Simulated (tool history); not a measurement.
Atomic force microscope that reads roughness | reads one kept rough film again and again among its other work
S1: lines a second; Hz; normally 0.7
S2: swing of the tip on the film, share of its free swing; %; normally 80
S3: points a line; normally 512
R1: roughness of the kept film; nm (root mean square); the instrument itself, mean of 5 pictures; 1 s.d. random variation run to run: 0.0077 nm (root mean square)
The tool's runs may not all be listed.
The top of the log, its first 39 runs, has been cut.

run 40 day=42.475 | S1=0.91 S2=63 S3=927 | R1=1.599
run 41 day=43.696 | S1=0.7 S2=86 S3=367 | R1=1.517
-- day=44.183 new tip fitted
run 42 day=44.958 | S1=0.848 S2=68 S3=571 | R1=1.625
run 43 day=46.221 | S1=0.616 S2=68 S3=571 | R1=1.608
run 44 day=46.929 | S1=0.839 S2=80 S3=284 | R1=1.529
-- day=47.558 new tip fitted
run 45 day=47.804 | S1=0.839 S2=80 S3=284 | R1=1.611
run 46 day=48.762 | S1=0.839 S2=63 S3=284 | R1=1.616
run 47 day=49.933 | S1=0.839 S2=63 S3=284 | R1=1.579
-- day=51.029 new tip fitted
run 48 day=51.538 | S1=1.056 S2=73 S3=292 | R1=1.607
run 49 day=53.129 | S1=0.502 S2=75 S3=360 | R1=1.592
-- day=54.408 new tip fitted
run 50 day=54.55 | S1=1.842 S2=58 S3=512 | R1=1.628
run 51 day=55.596 | S1=0.7 S2=80 S3=363 | R1=1.595
run 52 day=57.017 | S1=2.156 S2=86 S3=504 | R1=1.376
-- day=57.804 new tip fitted
run 53 day=58.062 | S1=2.587 S2=60 S3=504 | R1=1.603

Each row is a separate what-if for the run after 53, all from the same tool condition, not one after another. Results?
run A day=58.771 | S1=1.688 S2=75 S3=626 | R1=?
run B day=58.771 | S1=1.528 S2=60 S3=710 | R1=?
run C day=58.771 | S1=1.161 S2=60 S3=504 | R1=?

run=A R1=1.549
run=B R1=1.613
run=C R1=1.623
Take away the tool's hidden state, keep each run's random variation, and the runs would have read:
run=A R1=1.592
run=B R1=1.659
run=C R1=1.669
